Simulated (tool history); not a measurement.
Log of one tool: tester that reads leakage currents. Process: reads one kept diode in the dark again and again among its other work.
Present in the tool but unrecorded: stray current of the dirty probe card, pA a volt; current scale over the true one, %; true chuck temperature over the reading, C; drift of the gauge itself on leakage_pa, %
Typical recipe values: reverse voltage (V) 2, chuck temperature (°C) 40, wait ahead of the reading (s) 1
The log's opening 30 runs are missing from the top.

run	hour	reverse voltage (V)	chuck temperature (°C)	wait ahead of the reading (s)	hours of work since the probe card was cleaned	hours of work since the tester was calibrated	hours of work since the chuck was calibrated	current that the tester gives (pA)
31	1151.4	16.82	40	1	1844	1239	385	1035.58
32	1176.5	16.82	40	1	1863	1258	403	1035.26
33	1230.5	2	53	1	1903	1299	444	1115.42
34	1261.4	17.18	39	0.37	1926	1322	467	973.95
# hour 1293: probe card cleaned and baked
35	1299.7	1.3	57	1	5	1348	494	1238.76
36	1322.6	1.3	36	1	22	1366	511	212.85
37	1356.1	3.38	40	2.14	47	1391	536	471.17
38	1403.6	1.72	32	7.55	83	1426	571	168.56
39	1453.7	3.4	21	0.99	121	1464	609	82.47

5 options for the next run, each taken on its own from the tool as it stands now. Forecast them:
A	1484.7	3.4	21	0.99	144	1487	632	?
B	1484.7	10.41	26	2.76	144	1487	632	?
C	1484.7	7.6	47	0.34	144	1487	632	?
D	1484.7	8.84	21	0.4	144	1487	632	?
E	1484.7	2.38	21	0.34	144	1487	632	?

run	current that the tester gives (pA)
A	82.71
B	224.04
C	1250.33
D	135.52
E	71.33
Had the tool no hidden state, the same runs would have come out as:
run	current that the tester gives (pA)
A	85.33
B	230.86
C	1287.68
D	139.34
E	73.58
